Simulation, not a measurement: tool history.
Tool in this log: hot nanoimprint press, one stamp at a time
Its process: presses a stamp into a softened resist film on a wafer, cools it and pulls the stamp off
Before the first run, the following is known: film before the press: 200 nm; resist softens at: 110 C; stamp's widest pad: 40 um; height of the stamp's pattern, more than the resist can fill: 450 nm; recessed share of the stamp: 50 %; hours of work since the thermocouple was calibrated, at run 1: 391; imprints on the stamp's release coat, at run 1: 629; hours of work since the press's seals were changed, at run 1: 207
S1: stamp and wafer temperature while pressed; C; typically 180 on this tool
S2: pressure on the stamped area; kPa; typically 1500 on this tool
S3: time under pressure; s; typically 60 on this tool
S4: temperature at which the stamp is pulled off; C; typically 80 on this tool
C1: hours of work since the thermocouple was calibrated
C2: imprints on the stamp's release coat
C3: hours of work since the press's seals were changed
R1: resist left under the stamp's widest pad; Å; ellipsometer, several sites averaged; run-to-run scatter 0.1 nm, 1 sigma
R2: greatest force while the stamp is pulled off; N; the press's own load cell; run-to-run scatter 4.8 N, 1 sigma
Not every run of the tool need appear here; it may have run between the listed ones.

| run | day | S1 | S2 | S3 | S4 | C1 | C2 | C3 | R1 | R2 |
|---|---|---|---|---|---|---|---|---|---|---|
| 1 | 0.000 | 180 | 1500 | 60 | 80 | 391 | 629 | 207 | 1161.4 | 234 |
| 2 | 2.979 | 180 | 980 | 60 | 80 | 445 | 794 | 261 | 1403.8 | 226 |
|  | 3.400 | plate thermocouple calibrated |
| 3 | 6.200 | 180 | 980 | 60 | 80 | 51 | 965 | 317 | 1403.9 | 227 |
| 4 | 8.333 | 180 | 980 | 60 | 80 | 90 | 1083 | 356 | 1402.7 | 236 |
| 5 | 10.312 | 180 | 980 | 60 | 80 | 125 | 1192 | 392 | 1401.8 | 236 |
| 6 | 13.188 | 180 | 1150 | 60 | 78 | 178 | 1351 | 444 | 1313.8 | 250 |
| 7 | 16.467 | 180 | 1500 | 38 | 80 | 237 | 1532 | 503 | 1313.1 | 238 |
| 8 | 19.067 | 180 | 1500 | 38 | 80 | 284 | 1675 | 550 | 1311.6 | 241 |
| 9 | 21.288 | 180 | 1500 | 38 | 80 | 325 | 1798 | 591 | 1308.5 | 225 |
|  | 22.054 | press's hydraulic seals changed and the load cell set to zero |
|  | 23.275 | stamp cleaned and given a new release coat |
| 10 | 23.421 | 190 | 1500 | 38 | 70 | 353 | 8 | 20 | 1007.1 | 283 |

Some steps in R1 between neighbouring runs. How much of each would the tool show without its hidden state too (settings, what came in, random variation), and how much is left for the hidden state, with any gauge scatter that isn't in both results?
Hidden conditions of the tool in this case: true temperature over the reading, C; pressure that arrives at the usual setting, %; grip of the stamp's worn release coat, % over a new coat's; drift of the gauge itself on residual_nm, %; drift of the gauge itself on pull_off_n, %.
Run 1 -> 2: S2 1500 -> 980. R1 +242.4 Å: hidden state -0.6, all else +243.0.
Run 9 -> 10: S1 180 -> 190, S4 80 -> 70, press's hydraulic seals changed and the load cell set to zero, stamp cleaned and given a new release coat. R1 -301.4 Å: hidden state +0.4, all else -301.8.
